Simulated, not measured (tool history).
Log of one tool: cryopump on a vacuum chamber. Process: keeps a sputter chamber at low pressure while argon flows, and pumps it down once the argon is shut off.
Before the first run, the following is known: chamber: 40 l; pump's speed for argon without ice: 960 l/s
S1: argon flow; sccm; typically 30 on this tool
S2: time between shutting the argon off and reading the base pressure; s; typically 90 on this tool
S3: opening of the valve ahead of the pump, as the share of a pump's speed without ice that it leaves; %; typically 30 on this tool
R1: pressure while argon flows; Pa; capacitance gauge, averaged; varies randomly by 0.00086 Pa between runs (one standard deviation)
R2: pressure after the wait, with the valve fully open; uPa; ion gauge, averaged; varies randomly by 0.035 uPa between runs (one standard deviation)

run	hour	S1	S2	S3	R1	R2
1	0	30	90	30	0.1793	2.55
2	10.2	30	90	43	0.1273	2.62
3	20.7	30	90	43	0.126	2.62
4	35.1	30	90	30	0.1786	2.56
5	46.6	30	90	30	0.1805	2.62
6	57.1	30	90	50	0.1097	2.71
7	67.8	30	90	50	0.1095	2.69
8	79.1	30	37	30	0.1803	5.06
9	93	19	289	24	0.1418	1.53
10	103.6	30	90	50	0.1104	2.62
11	116.8	26	37	55	0.087	5.03
12	128.5	26	37	55	0.0872	4.97
13	141.3	34	93	35	0.1765	2.73
14	153.6	34	93	35	0.1763	2.65
15	167.2	30	39	30	0.1813	4.88
16	187.8	52	118	30	0.3123	2.4

3 ways to go on from here, each from the tool as it stands after run 16. What would each give?
A	207.8	28	237	16	?	?
B	207.8	30	43	27	?	?
C	207.8	30	90	44	?	?

run	R1	R2
A	0.3146	1.75
B	0.2008	4.52
C	0.1248	2.77
Take away the tool's hidden state, keep each run's random variation, and the runs would have read:
run	R1	R2
A	0.3094	0.93
B	0.1953	3.7
C	0.1194	1.95

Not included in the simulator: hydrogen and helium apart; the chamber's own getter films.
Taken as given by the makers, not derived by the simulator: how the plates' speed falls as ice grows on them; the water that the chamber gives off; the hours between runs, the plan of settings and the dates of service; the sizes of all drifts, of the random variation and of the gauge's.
